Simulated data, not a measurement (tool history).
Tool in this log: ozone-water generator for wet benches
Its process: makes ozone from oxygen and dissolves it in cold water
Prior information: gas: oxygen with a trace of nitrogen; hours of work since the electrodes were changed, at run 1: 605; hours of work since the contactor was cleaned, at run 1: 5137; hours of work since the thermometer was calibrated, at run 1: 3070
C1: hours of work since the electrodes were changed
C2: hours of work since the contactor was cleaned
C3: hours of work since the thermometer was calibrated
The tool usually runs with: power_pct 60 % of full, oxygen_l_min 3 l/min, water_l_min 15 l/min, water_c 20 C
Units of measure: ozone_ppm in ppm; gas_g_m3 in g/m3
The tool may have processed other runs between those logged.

Run 1, hour 0: usual settings; C1 605; C2 5137; C3 3070. Result: ozone_ppm 15.9 ppm, gas_g_m3 170.6 g/m3.
Run 2, hour 91.4: usual settings; C1 683; C2 5215; C3 3148. Result: ozone_ppm 15.6 ppm, gas_g_m3 172.6 g/m3.
Run 3, hour 196.8: usual settings; C1 773; C2 5305; C3 3238. Result: ozone_ppm 15.8 ppm, gas_g_m3 172.5 g/m3.
Run 4, hour 280.7: usual settings; C1 845; C2 5376; C3 3310. Result: ozone_ppm 15.4 ppm, gas_g_m3 171.1 g/m3.
Run 5, hour 355.9: usual settings; C1 909; C2 5441; C3 3374. Result: ozone_ppm 15.6 ppm, gas_g_m3 173.3 g/m3.
Run 6, hour 464.1: usual settings; C1 1001; C2 5533; C3 3466. Result: ozone_ppm 15.6 ppm, gas_g_m3 172.9 g/m3.
Run 7, hour 574.4: usual settings but power_pct 42 % of full; C1 1095; C2 5627; C3 3560. Result: ozone_ppm 12.8 ppm, gas_g_m3 140.7 g/m3.
Run 8, hour 655.5: usual settings but water_l_min 11 l/min, water_c 13 C; C1 1165; C2 5696; C3 3630. Result: ozone_ppm 22.5 ppm, gas_g_m3 174.2 g/m3.
Run 9, hour 749.8: usual settings but power_pct 57 % of full, oxygen_l_min 2.05 l/min, water_l_min 10 l/min; C1 1245; C2 5777; C3 3710. Result: ozone_ppm 20.1 ppm, gas_g_m3 199.3 g/m3.
Run 10, hour 838.6: usual settings but power_pct 57 % of full, oxygen_l_min 2.05 l/min, water_l_min 10 l/min, water_c 13 C; C1 1321; C2 5852; C3 3786. Result: ozone_ppm 22.2 ppm, gas_g_m3 199.5 g/m3.
Run 11, hour 964.4: usual settings but power_pct 52 % of full, oxygen_l_min 1.84 l/min, water_l_min 24 l/min, water_c 16 C; C1 1428; C2 5960; C3 3893. Result: ozone_ppm 8 ppm, gas_g_m3 199.6 g/m3.
Run 12, hour 1081.9: usual settings but power_pct 58 % of full, oxygen_l_min 3.95 l/min, water_l_min 17 l/min, water_c 19 C; C1 1528; C2 6060; C3 3993. Result: ozone_ppm 14.4 ppm, gas_g_m3 151 g/m3.
Run 13, hour 1188.5: usual settings but power_pct 58 % of full, oxygen_l_min 3.95 l/min, water_l_min 17 l/min, water_c 19 C; C1 1619; C2 6151; C3 4084. Result: ozone_ppm 14.4 ppm, gas_g_m3 151.5 g/m3.
Run 14, hour 1296.4: usual settings but power_pct 58 % of full, oxygen_l_min 3.95 l/min, water_l_min 17 l/min, water_c 19 C; C1 1711; C2 6243; C3 4176. Result: ozone_ppm 14.4 ppm, gas_g_m3 152.1 g/m3.

Below are 5 alternative next runs, each starting from the tool's condition after run 14. Predict each:
Run A, hour 1355.9: usual settings but power_pct 58 % of full, oxygen_l_min 3.95 l/min, water_l_min 9 l/min, water_c 19 C; C1 1762; C2 6294; C3 4227. Result: ozone_ppm ?, gas_g_m3 ?.
Run B, hour 1355.9: usual settings but water_l_min 17 l/min; C1 1762; C2 6294; C3 4227. Result: ozone_ppm ?, gas_g_m3 ?.
Run C, hour 1355.9: usual settings but power_pct 45 % of full, oxygen_l_min 3.95 l/min, water_l_min 18 l/min, water_c 19 C; C1 1762; C2 6294; C3 4227. Result: ozone_ppm ?, gas_g_m3 ?.
Run D, hour 1355.9: usual settings but power_pct 58 % of full, oxygen_l_min 5.25 l/min, water_l_min 12 l/min, water_c 19 C; C1 1762; C2 6294; C3 4227. Result: ozone_ppm ?, gas_g_m3 ?.
Run E, hour 1355.9: usual settings but power_pct 56 % of full, oxygen_l_min 2.12 l/min, water_l_min 20 l/min; C1 1762; C2 6294; C3 4227. Result: ozone_ppm ?, gas_g_m3 ?.

run  ozone_ppm  gas_g_m3
  A       23.4     153.1
  B       14.2     173.5
  C       11.7     131.1
  D       19.6     135.5
  E       10.5     195.2
The same runs, with their run-to-run variation unchanged, on a tool lacking any hidden condition would have given:
run  ozone_ppm  gas_g_m3
  A       23.4     150.4
  B       14.2     170.4
  C       11.8     128.8
  D       19.6     133.2
  E       10.5     191.7
